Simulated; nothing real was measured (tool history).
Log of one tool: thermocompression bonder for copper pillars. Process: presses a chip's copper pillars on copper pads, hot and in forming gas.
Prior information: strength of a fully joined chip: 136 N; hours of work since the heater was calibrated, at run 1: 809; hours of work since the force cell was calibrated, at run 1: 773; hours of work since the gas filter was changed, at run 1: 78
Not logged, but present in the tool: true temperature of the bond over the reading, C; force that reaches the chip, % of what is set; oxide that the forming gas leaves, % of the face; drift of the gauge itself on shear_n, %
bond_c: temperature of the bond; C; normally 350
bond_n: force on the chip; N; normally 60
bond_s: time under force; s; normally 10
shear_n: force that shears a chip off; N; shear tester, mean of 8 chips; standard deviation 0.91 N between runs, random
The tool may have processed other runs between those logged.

run	day	bond_c	bond_n	bond_s	hours of work since the heater was calibrated	hours of work since the force cell was calibrated	hours of work since the gas filter was changed	shear_n
1	0	350	60	10	809	773	78	73.8
2	0.642	350	60	10	821	785	90	71.7
3	1.2	350	60	10	832	795	100	71.4
4	2.104	350	60	10	849	812	117	71.8
5	3.042	350	60	10	866	830	135	72.7
6	4.075	350	37	10	886	849	154	42.4
7	5.254	350	37	10	908	871	176	41.8
8	6.417	334	37	10	930	893	198	35.7
9	6.933	350	60	10	940	903	208	71.4
10	8.088	369	60	10	961	924	230	79.8
11	8.983	350	60	10	978	941	246	72.2
12	9.892	350	60	10	995	958	264	70.6
13	10.996	350	60	10	1016	979	284	69
14	11.55	350	51	10	1026	990	295	58.4
15	12.638	350	51	10	1047	1010	315	58.5
16	13.767	350	51	10	1068	1031	336	58
17	14.592	350	51	10	1083	1047	352	58
18	15.508	350	51	10	1101	1064	369	58.5
19	16.662	350	55	10	1122	1086	391	61.4
20	17.879	350	55	10	1145	1108	414	61.9
# day 18.417: forming gas filter changed
21	18.925	342	45	10	1164	1128	10	51
22	19.725	350	41	12	1179	1143	25	51.6
23	20.567	377	60	12	1195	1159	40	92.5
24	21.512	373	60	7	1213	1176	58	77.1
25	22.279	373	60	7	1228	1191	73	77.8
26	23.233	332	60	7	1245	1209	90	55.7
27	24.138	332	60	7	1262	1226	107	55.3
28	24.758	323	52	6	1274	1237	119	39.1
29	25.904	338	48	12	1296	1259	141	54.8
30	26.462	367	60	10	1306	1269	151	78.6
31	26.971	367	60	10	1316	1279	161	78.8
32	27.596	322	45	7	1327	1291	172	35
33	28.4	350	39	10	1342	1306	188	44.6
34	28.992	350	39	10	1354	1317	199	44.1
35	29.75	332	60	21	1368	1331	213	77.4
36	30.258	350	79	26	1377	1341	222	109.8
37	30.95	365	47	10	1390	1354	235	62.8
38	32.088	350	60	6	1412	1375	257	58.1
39	33.212	350	60	6	1433	1396	278	58

Here are 4 independent what-if runs from the current tool condition. What would each one return?
A	33.896	350	49	6	1446	1409	291	?
B	33.896	350	60	26	1446	1409	291	?
C	33.896	340	60	6	1446	1409	291	?
D	33.896	350	84	17	1446	1409	291	?

run	shear_n
A	46.3
B	92
C	52.4
D	101.2
Without the tool's hidden state the same runs would have given:
run	shear_n
A	50.9
B	100.2
C	57.5
D	109.9
